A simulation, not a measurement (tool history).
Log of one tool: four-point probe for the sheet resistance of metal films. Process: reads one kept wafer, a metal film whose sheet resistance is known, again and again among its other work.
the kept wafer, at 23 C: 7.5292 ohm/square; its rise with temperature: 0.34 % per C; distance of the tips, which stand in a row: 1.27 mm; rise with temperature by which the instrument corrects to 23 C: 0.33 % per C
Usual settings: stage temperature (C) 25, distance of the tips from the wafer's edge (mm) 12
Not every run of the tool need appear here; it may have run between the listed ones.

run   hour  stage temperature (C)  distance of the tips from the wafer's edge (mm)  sheet resistance as the instrument gives it (ohm/square)
  1    0.0                     25                                               12                                                  7.635046
  2   55.9                     25                                               12                                                  7.636693
  3  111.8                     24                                               12                                                  7.637634
  4  154.8                     24                                               12                                                  7.637442
  5  191.2                     25                                                7                                                  7.726714
  6  249.0                     25                                               12                                                  7.638716

Run 7 comes next. What will it give?
  7  294.7                     19                                               40                                                         ?

{"run 7": {"sheet resistance as the instrument gives it (ohm/square)": 7.595975}}
Had the tool carried no hidden state, the very same run would have given sheet resistance as the instrument gives it (ohm/square) 7.530894.

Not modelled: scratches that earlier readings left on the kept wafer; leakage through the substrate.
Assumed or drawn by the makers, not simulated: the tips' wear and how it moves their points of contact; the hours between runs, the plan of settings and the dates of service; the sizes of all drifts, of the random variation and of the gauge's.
